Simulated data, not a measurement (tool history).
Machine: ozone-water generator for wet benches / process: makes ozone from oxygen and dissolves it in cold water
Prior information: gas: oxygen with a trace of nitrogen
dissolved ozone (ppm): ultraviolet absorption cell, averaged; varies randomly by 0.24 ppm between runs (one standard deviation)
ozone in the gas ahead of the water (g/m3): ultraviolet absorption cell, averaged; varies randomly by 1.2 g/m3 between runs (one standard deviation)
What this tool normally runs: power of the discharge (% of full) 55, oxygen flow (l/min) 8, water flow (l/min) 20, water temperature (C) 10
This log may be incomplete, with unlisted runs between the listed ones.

run	hour	power of the discharge (% of full)	oxygen flow (l/min)	water flow (l/min)	water temperature (C)	dissolved ozone (ppm)	ozone in the gas ahead of the water (g/m3)
1	0	55	8	20	10	34.2	214.2
2	39.9	55	8	20	10	34.1	211.9
3	93	55	8	20	10	33.6	212.2
4	155.2	55	8	20	10	33.7	211.1
5	215.4	55	8	19	10	34.8	210.6
6	264	55	8	20	10	33.6	211.3
7	324.7	55	8	20	10	33.4	212.3
8	354.1	55	8	20	10	33.3	210.7
9	407	55	10.82	20	10	34.7	188.8
10	459.1	55	10.82	20	10	34.9	188.1
11	518.8	55	8	20	10	32.7	208.1
12	571.7	55	8	20	10	33.2	209
13	639	92	8	20	10	48	303.6
14	691.2	92	8	20	10	48.9	308.8
15	743.5	55	6.06	20	11	30.6	228.3
16	789.9	55	5.75	13	10	42.8	234.5
17	837	55	8.78	23	10	29.7	201.3
18	901	55	8.78	23	10	29.9	201.5
19	931.9	55	8.78	23	8	30.9	201.3
20	985.3	60	9.14	20	10	35.7	210.1
21	1041.3	63	6.08	17	16	35.5	251.8
22	1094.7	63	6.08	31	16	21.2	250.7
23	1123.3	87	4.85	16	7	50.8	341.2
24	1171.9	69	4.77	16	13	39.2	292
25	1201.4	69	8	20	8	39.5	245.3
26	1244.3	69	8	20	7	40.4	242.2
27	1293.9	55	5.86	30	10	20.7	228.4
28	1358.4	55	5.86	30	10	20.8	228.4

What if the next run were any one of these 4? Each begins from the tool's condition after run 28:
# hour 1377.3: contactor cleaned
A	1398	55	8	20	8	?	?
# hour 1377.3: contactor cleaned
B	1398	55	4.17	20	10	?	?
# hour 1377.3: contactor cleaned
C	1398	55	4.5	31	10	?	?
# hour 1377.3: contactor cleaned
D	1398	55	11.1	20	6	?	?

run	dissolved ozone (ppm)	ozone in the gas ahead of the water (g/m3)
A	34.5	201.4
B	28.5	258
C	18.9	249.8
D	37.2	183
With the hidden condition removed and each run's random variation left untouched, the same runs would have given:
run	dissolved ozone (ppm)	ozone in the gas ahead of the water (g/m3)
A	38.2	221.4
B	31.6	283.5
C	20.9	274.5
D	41.2	201

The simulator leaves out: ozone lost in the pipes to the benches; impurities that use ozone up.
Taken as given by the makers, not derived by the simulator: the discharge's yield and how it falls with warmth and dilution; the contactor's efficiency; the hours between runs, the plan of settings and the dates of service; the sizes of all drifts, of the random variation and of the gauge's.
